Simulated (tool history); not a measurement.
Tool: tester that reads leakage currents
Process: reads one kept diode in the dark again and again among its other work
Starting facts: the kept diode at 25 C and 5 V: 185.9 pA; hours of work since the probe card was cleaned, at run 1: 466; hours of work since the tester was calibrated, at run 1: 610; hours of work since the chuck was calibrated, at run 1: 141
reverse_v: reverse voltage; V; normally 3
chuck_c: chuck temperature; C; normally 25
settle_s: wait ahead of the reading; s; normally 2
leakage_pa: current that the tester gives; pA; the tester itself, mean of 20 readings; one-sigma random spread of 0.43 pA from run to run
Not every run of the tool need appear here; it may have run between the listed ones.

| run | hour | reverse_v | chuck_c | settle_s | hours of work since the probe card was cleaned | hours of work since the tester was calibrated | hours of work since the chuck was calibrated | leakage_pa |
|---|---|---|---|---|---|---|---|---|
| 1 | 0 | 3 | 25 | 2 | 466 | 610 | 141 | 136.38 |
| 2 | 86.5 | 3 | 57 | 2 | 507 | 651 | 181 | 1738.5 |
| 3 | 126.5 | 3 | 25 | 0.89 | 525 | 670 | 200 | 132.97 |
| 4 | 173.1 | 3 | 25 | 0.89 | 547 | 692 | 222 | 132.31 |
| 5 | 228 | 3 | 25 | 0.89 | 573 | 718 | 248 | 130.54 |
| 6 | 285.5 | 3 | 25 | 0.89 | 600 | 745 | 275 | 129.54 |
| 7 | 362.9 | 7.41 | 25 | 2 | 637 | 781 | 312 | 203.82 |
| 8 | 403.3 | 2.48 | 24 | 1.6 | 656 | 800 | 331 | 105.03 |
| 9 | 485 | 2.48 | 24 | 1.6 | 694 | 839 | 369 | 102.82 |

Estimate the outcome of run 10 from the log above:
| 10 | 541.1 | 5.47 | 22 | 1.23 | 721 | 865 | 396 | ? |

For run 10 the tool returned leakage_pa 128.52 pA.
Had the tool carried no hidden state, the very same run would have given leakage_pa 149.66 pA.
